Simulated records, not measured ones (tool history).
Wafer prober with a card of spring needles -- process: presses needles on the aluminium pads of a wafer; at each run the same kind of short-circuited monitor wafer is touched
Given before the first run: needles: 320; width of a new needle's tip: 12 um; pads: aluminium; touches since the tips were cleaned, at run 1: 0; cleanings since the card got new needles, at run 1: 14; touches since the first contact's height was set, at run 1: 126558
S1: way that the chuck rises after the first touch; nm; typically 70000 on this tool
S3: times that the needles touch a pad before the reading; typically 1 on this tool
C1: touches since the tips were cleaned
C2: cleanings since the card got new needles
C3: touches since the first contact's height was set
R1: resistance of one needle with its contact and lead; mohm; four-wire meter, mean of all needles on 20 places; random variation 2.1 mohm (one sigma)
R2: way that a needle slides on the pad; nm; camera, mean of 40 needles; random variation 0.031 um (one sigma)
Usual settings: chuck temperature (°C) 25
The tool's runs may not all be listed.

Run 1, day 0.000: usual settings; C1 0; C2 14; C3 126558. Result: R1 234 mohm, R2 9930 nm.
At day 0.775: height of the first contact set anew.
At day 1.012: tips cleaned on abrasive film.
Run 2, day 1.288: usual settings; C1 2374; C2 15; C3 4376. Result: R1 288 mohm, R2 10080 nm.
At day 2.004: tips cleaned on abrasive film.
At day 2.900: tips cleaned on abrasive film.
Run 3, day 3.458: usual settings; C1 4796; C2 17; C3 22856. Result: R1 323 mohm, R2 10080 nm.
At day 3.883: tips cleaned on abrasive film.
At day 4.871: tips cleaned on abrasive film.
Run 4, day 4.871: usual settings but S3 3; C1 0; C2 19; C3 34847. Result: R1 237 mohm, R2 10010 nm.
At day 5.775: tips cleaned on abrasive film.
Run 5, day 6.362: usual settings; C1 5025; C2 20; C3 47564. Result: R1 315 mohm, R2 9970 nm.
At day 6.742: tips cleaned on abrasive film.
At day 7.638: tips cleaned on abrasive film.
Run 6, day 8.083: usual settings; C1 3835; C2 22; C3 62208. Result: R1 311 mohm, R2 10010 nm.
At day 8.612: tips cleaned on abrasive film.
At day 9.508: tips cleaned on abrasive film.
Run 7, day 9.858: usual settings but S3 2; C1 2977; C2 24; C3 77277. Result: R1 277 mohm, R2 9930 nm.
At day 10.425: tips cleaned on abrasive film.
Run 8, day 10.808: usual settings but S3 2; C1 3298; C2 25; C3 85382. Result: R1 278 mohm, R2 9970 nm.
At day 11.438: tips cleaned on abrasive film.
At day 12.358: tips cleaned on abrasive film.
Run 9, day 12.358: usual settings but S1 73000 nm; C1 0; C2 27; C3 98548. Result: R1 235 mohm, R2 10430 nm.
At day 13.421: tips cleaned on abrasive film.
Run 10, day 14.167: usual settings but S1 73000 nm; C1 6391; C2 28; C3 113976. Result: R1 324 mohm, R2 10340 nm.
At day 14.429: tips cleaned on abrasive film.
At day 15.404: tips cleaned on abrasive film.
Run 11, day 15.850: usual settings but S1 73000 nm; C1 3797; C2 30; C3 128286. Result: R1 306 mohm, R2 10290 nm.
At day 16.346: tips cleaned on abrasive film.
At day 16.358: height of the first contact set anew.
Run 12, day 17.204: usual settings but S1 73000 nm; C1 7242; C2 31; C3 7242. Result: R1 336 mohm, R2 10500 nm.
At day 17.404: tips cleaned on abrasive film.
Run 13, day 18.188: usual settings; C1 6721; C2 32; C3 15616. Result: R1 342 mohm, R2 10080 nm.
At day 18.300: tips cleaned on abrasive film.
At day 19.242: tips cleaned on abrasive film.
Run 14, day 19.667: usual settings but chuck temperature (°C) 120; C1 3623; C2 34; C3 28163. Result: R1 332 mohm, R2 10080 nm.
At day 20.133: tips cleaned on abrasive film.
Run 15, day 20.658: usual settings but S1 73000 nm, chuck temperature (°C) 27; C1 4508; C2 35; C3 36622. Result: R1 317 mohm, R2 10470 nm.
At day 21.083: tips cleaned on abrasive film.
At day 22.042: tips cleaned on abrasive film.
Run 16, day 22.121: usual settings but S1 73000 nm, chuck temperature (°C) 42, S3 2; C1 675; C2 37; C3 49032. Result: R1 255 mohm, R2 10480 nm.
At day 22.988: tips cleaned on abrasive film.
Run 17, day 23.800: usual settings but S1 73000 nm, chuck temperature (°C) 91, S3 2; C1 6929; C2 38; C3 63352. Result: R1 305 mohm, R2 10480 nm.
At day 23.938: tips cleaned on abrasive film.
At day 24.879: tips cleaned on abrasive film.
Run 18, day 25.417: usual settings but S1 85000 nm, chuck temperature (°C) 48, S3 2; C1 4590; C2 40; C3 77114. Result: R1 279 mohm, R2 12110 nm.
At day 25.888: tips cleaned on abrasive film.
Run 19, day 26.471: usual settings but S1 85000 nm, chuck temperature (°C) 48, S3 2; C1 5010; C2 41; C3 86088. Result: R1 276 mohm, R2 12170 nm.
At day 26.900: tips cleaned on abrasive film.
At day 27.825: tips cleaned on abrasive film.
Run 20, day 28.246: usual settings but S1 80000 nm, chuck temperature (°C) 72, S3 3; C1 3576; C2 43; C3 101165. Result: R1 265 mohm, R2 11380 nm.
At day 28.746: tips cleaned on abrasive film.
Run 21, day 29.525: usual settings but S1 54000 nm, chuck temperature (°C) 32, S3 2; C1 6682; C2 44; C3 112087. Result: R1 348 mohm, R2 7640 nm.
At day 29.717: tips cleaned on abrasive film.
At day 30.725: tips cleaned on abrasive film.
At day 31.667: tips cleaned on abrasive film.
Run 22, day 31.667: usual settings but S1 83000 nm, chuck temperature (°C) 47, S3 2; C1 0; C2 47; C3 130268. Result: R1 238 mohm, R2 11750 nm.
At day 31.988: height of the first contact set anew.
At day 32.600: tips cleaned on abrasive film.
Run 23, day 32.950: usual settings but S1 83000 nm, chuck temperature (°C) 117, S3 2; C1 2998; C2 48; C3 8170. Result: R1 284 mohm, R2 11990 nm.
At day 33.492: tips cleaned on abrasive film.
Run 24, day 34.021: usual settings but chuck temperature (°C) 91; C1 4530; C2 49; C3 17296. Result: R1 337 mohm, R2 10090 nm.
At day 34.483: tips cleaned on abrasive film.
At day 35.383: tips cleaned on abrasive film.
Run 25, day 35.642: usual settings; C1 2223; C2 51; C3 31084. Result: R1 296 mohm, R2 10090 nm.
At day 36.388: tips cleaned on abrasive film.
At day 37.404: tips cleaned on abrasive film.
Run 26, day 37.483: usual settings but S1 88000 nm, chuck temperature (°C) 60, S3 2; C1 693; C2 53; C3 46752. Result: R1 250 mohm, R2 12660 nm.
At day 38.346: tips cleaned on abrasive film.
At day 39.258: tips cleaned on abrasive film.
Run 27, day 39.567: usual settings but S1 89000 nm, chuck temperature (°C) 92, S3 2; C1 2643; C2 55; C3 64487. Result: R1 270 mohm, R2 12760 nm.
At day 40.183: tips cleaned on abrasive film.
Run 28, day 40.783: usual settings but chuck temperature (°C) 36; C1 5128; C2 56; C3 74829. Result: R1 338 mohm, R2 9980 nm.

Alternative continuations, all from the tool just after run 28; predict every row:
At day 41.150: tips cleaned on abrasive film.
Run A, day 41.971: usual settings; C1 7038; C2 57; C3 84957. Result: R1 ?, R2 ?.
At day 41.150: tips cleaned on abrasive film.
Run B, day 41.971: usual settings but S1 89000 nm; C1 7038; C2 57; C3 84957. Result: R1 ?, R2 ?.
At day 41.150: tips cleaned on abrasive film.
Run C, day 41.971: usual settings but chuck temperature (°C) 116, S3 2; C1 7038; C2 57; C3 84957. Result: R1 ?, R2 ?.
At day 41.150: tips cleaned on abrasive film.
Run D, day 41.971: usual settings but S1 79000 nm; C1 7038; C2 57; C3 84957. Result: R1 ?, R2 ?.
At day 41.150: tips cleaned on abrasive film.
Run E, day 41.971: usual settings but S1 52000 nm, S3 3; C1 7038; C2 57; C3 84957. Result: R1 ?, R2 ?.

run   R1     R2
  A  350   9960
  B  310  12680
  C  314   9970
  D  330  11330
  E  307   7380
The same runs, with their run-to-run variation unchanged, on a tool lacking any hidden condition would have given:
run   R1     R2
  A  229  10090
  B  228  12800
  C  251  10100
  D  230  11450
  E  234   7510
